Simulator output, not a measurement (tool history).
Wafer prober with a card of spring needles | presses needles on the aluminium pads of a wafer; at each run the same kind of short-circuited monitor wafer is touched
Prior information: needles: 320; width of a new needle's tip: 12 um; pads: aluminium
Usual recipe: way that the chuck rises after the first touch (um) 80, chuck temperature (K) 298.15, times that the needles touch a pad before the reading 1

run	hour	way that the chuck rises after the first touch (um)	chuck temperature (K)	times that the needles touch a pad before the reading	resistance of one needle with its contact and lead (mohm)	way that a needle slides on the pad (um)
1	0.0	80	298.15	1	258	16.85
# hour 4.4: tips cleaned on abrasive film
# hour 11.0: tips cleaned on abrasive film
2	12.9	68	298.15	1	264	14.41
# hour 18.1: tips cleaned on abrasive film
# hour 25.1: tips cleaned on abrasive film
3	27.1	68	298.15	1	257	14.33
# hour 32.3: tips cleaned on abrasive film
# hour 38.8: tips cleaned on abrasive film
4	38.8	68	298.15	1	234	14.34
# hour 45.0: tips cleaned on abrasive film
# hour 51.4: tips cleaned on abrasive film
5	52.8	68	298.15	1	255	14.03
# hour 58.6: tips cleaned on abrasive film
# hour 64.9: tips cleaned on abrasive film
6	64.9	68	298.15	1	232	14.07
# hour 71.7: tips cleaned on abrasive film
7	73.2	68	298.15	1	262	14.25
# hour 78.2: tips cleaned on abrasive film
# hour 84.4: tips cleaned on abrasive film
8	84.4	80	298.15	1	234	16.51
# hour 91.5: tips cleaned on abrasive film
9	94.3	96	314.15	1	256	19.93
# hour 98.3: tips cleaned on abrasive film
10	104.1	86	338.15	2	263	17.80
# hour 105.4: tips cleaned on abrasive film
# hour 112.2: tips cleaned on abrasive film
11	118.0	80	329.15	1	280	16.60
# hour 118.7: tips cleaned on abrasive film
# hour 125.3: tips cleaned on abrasive film
12	127.1	80	312.15	3	244	16.53
# hour 132.5: tips cleaned on abrasive film
13	134.0	79	366.15	1	261	16.19
# hour 139.0: tips cleaned on abrasive film
# hour 146.2: tips cleaned on abrasive film
14	146.9	75	308.15	1	246	15.22
# hour 153.5: tips cleaned on abrasive film
# hour 154.9: height of the first contact set anew
15	157.3	80	333.15	1	273	17.49

Alternative continuations, all from the tool just after run 15; predict every row:
# hour 160.2: tips cleaned on abrasive film
# hour 167.0: tips cleaned on abrasive film
A	170.9	65	298.15	1	?	?
# hour 160.2: tips cleaned on abrasive film
# hour 167.0: tips cleaned on abrasive film
B	170.9	63	333.15	1	?	?
# hour 160.2: tips cleaned on abrasive film
# hour 167.0: tips cleaned on abrasive film
C	170.9	80	317.15	1	?	?

run	resistance of one needle with its contact and lead (mohm)	way that a needle slides on the pad (um)
A	280	14.44
B	289	13.87
C	268	17.75
The same runs, with their run-to-run variation unchanged, on a tool lacking any hidden condition would have given:
run	resistance of one needle with its contact and lead (mohm)	way that a needle slides on the pad (um)
A	228	14.50
B	238	13.92
C	231	17.80
